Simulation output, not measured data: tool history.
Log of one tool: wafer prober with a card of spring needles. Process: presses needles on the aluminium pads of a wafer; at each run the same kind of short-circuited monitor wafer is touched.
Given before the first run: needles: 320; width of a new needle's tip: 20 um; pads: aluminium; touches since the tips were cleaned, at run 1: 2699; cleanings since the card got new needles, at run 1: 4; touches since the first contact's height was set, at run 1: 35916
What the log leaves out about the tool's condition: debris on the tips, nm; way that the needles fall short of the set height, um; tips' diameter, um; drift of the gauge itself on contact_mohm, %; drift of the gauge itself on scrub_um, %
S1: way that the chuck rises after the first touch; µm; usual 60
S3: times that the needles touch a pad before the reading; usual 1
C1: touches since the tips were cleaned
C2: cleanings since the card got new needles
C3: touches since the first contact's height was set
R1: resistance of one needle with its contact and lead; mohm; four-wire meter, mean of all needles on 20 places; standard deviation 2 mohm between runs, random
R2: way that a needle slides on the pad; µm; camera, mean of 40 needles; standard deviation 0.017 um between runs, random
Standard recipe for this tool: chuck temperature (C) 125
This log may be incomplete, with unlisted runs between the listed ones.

Run 1, hour 0.0: usual settings; C1 2699; C2 4; C3 35916. Result: R1 211 mohm, R2 9.35 µm.
Run 2, hour 16.0: usual settings but chuck temperature (C) 48; C1 7634; C2 4; C3 40851. Result: R1 199 mohm, R2 9.37 µm.
At hour 18.5: tips cleaned on abrasive film.
Run 3, hour 35.9: usual settings but chuck temperature (C) 48; C1 5357; C2 5; C3 46956. Result: R1 199 mohm, R2 9.36 µm.
At hour 46.7: tips cleaned on abrasive film.
Run 4, hour 54.0: usual settings but chuck temperature (C) 48; C1 2252; C2 6; C3 52522. Result: R1 201 mohm, R2 9.31 µm.
At hour 74.1: tips cleaned on abrasive film.
Run 5, hour 74.3: usual settings but chuck temperature (C) 48; C1 65; C2 7; C3 58771. Result: R1 200 mohm, R2 9.34 µm.
Run 6, hour 94.4: usual settings but S1 57 µm, chuck temperature (C) 48; C1 6268; C2 7; C3 64974. Result: R1 200 mohm, R2 8.85 µm.
At hour 101.8: tips cleaned on abrasive film.
Run 7, hour 105.5: usual settings; C1 1135; C2 8; C3 68377. Result: R1 217 mohm, R2 9.31 µm.
Run 8, hour 121.0: usual settings but S1 58 µm; C1 5902; C2 8; C3 73144. Result: R1 221 mohm, R2 9.01 µm.

Predict the results of run 9:
At hour 129.3: tips cleaned on abrasive film.
Run 9, hour 136.5: usual settings but S1 47 µm, chuck temperature (C) 30; C1 2219; C2 9; C3 77907. Result: R1 ?, R2 ?.

{"run 9": {"R1": 202, "R2": 7.3}}
Without the tool's hidden state the same run would have given R1 202 mohm, R2 7.34 µm.
